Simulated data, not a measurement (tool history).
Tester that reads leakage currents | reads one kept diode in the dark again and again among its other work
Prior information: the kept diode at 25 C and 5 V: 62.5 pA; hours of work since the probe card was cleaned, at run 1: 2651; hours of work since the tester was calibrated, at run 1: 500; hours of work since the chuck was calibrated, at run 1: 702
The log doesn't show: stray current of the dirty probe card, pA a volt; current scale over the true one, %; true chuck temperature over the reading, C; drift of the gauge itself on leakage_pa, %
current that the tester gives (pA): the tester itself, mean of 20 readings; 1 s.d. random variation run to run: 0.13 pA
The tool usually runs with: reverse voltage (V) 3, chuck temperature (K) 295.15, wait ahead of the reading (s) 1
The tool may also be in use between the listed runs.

run,hour,reverse voltage (V),chuck temperature (K),wait ahead of the reading (s),hours of work since the probe card was cleaned,hours of work since the tester was calibrated,hours of work since the chuck was calibrated,current that the tester gives (pA)
1,0,3,295.15,1,2651,500,702,34.3
2,45.3,3,312.15,1,2676,525,727,145.93
3,110.7,3,312.15,1,2712,561,763,144.7
4,146,3,312.15,1,2732,581,782,144.86
5,201.5,3,312.15,1,2762,611,813,143.26
6,255.4,3,312.15,1,2792,641,843,142.78
# hour 276.2: chuck's temperature calibrated
7,326.9,3,312.15,1,2830,679,28,173.79
8,373.6,3,312.15,1,2856,705,54,172.59
9,404.7,3,300.15,1,2873,722,71,62.67
10,447.8,3,295.15,1,2897,746,95,40.54
11,497.4,3,295.15,1,2924,773,122,40.23
12,534.1,3,295.15,1,2945,794,142,40.04
13,564.3,3,295.15,1,2961,810,159,40.03
14,605.6,3,295.15,1,2984,833,182,39.75
15,656.8,3,295.15,1,3012,861,210,39.45
16,695.7,4.76,295.15,1,3034,883,232,48.43
17,763.4,4.76,295.15,1,3071,920,269,48.22
18,830.9,4.76,295.15,1,3109,958,306,47.75
19,900.8,3,329.15,1,3147,996,345,616.54
20,964.6,3,329.15,1,3182,1031,380,612.5
21,995.1,1.02,308.15,0.55,3199,1048,397,74.9
22,1050.4,1.02,308.15,0.55,3230,1079,427,74.12
23,1113.2,1.02,319.15,0.32,3264,1113,462,181.6
# hour 1119.5: tester calibrated
# hour 1152.1: probe card cleaned and baked
24,1166,7.68,295.15,0.52,8,24,488,52.54
25,1213.5,7.68,322.15,7.29,34,50,515,500.91
26,1252.1,5.68,319.15,1.6,55,72,536,350.45
# hour 1288.2: tester calibrated, once more
27,1294.8,5.68,319.15,4.91,78,4,558,350.86
28,1359.8,4.52,295.15,3.06,114,39,594,39.98
29,1411.7,4.52,295.15,3.06,142,68,623,39.76
30,1445.9,3.76,330.15,0.81,161,87,642,687.38
31,1488,3,295.15,8.56,184,110,665,33.35
32,1529.4,3,318.15,6.37,207,133,688,245.21
33,1568.2,3,318.15,6.37,229,155,709,243.9
34,1632.2,2.38,327.15,1.36,264,190,745,446.28
35,1670.3,1.65,321.15,2.26,285,211,766,241.6
36,1717.4,3,295.15,5.16,311,237,792,32.29
37,1760.6,4.8,319.15,8.22,335,261,816,310.78
38,1816.5,7.58,296.15,1.15,366,292,846,51.97
# hour 1830.3: chuck's temperature calibrated
39,1886.4,8.89,317.15,2.06,403,329,31,396.2

Here are 4 independent what-if runs from the current tool condition. What would each one return?
A,1932.3,3.46,326.15,0.92,429,354,56,?
B,1932.3,3.28,295.15,5.28,429,354,56,?
C,1932.3,1.8,304.15,1.29,429,354,56,?
D,1932.3,11.02,305.15,1,429,354,56,?

run,current that the tester gives (pA)
A,544.99
B,39.93
C,70.14
D,159.45
Stripped of hidden state, with their random variation kept, the same runs would have yielded:
run,current that the tester gives (pA)
A,553.34
B,40.35
C,71.23
D,161.12
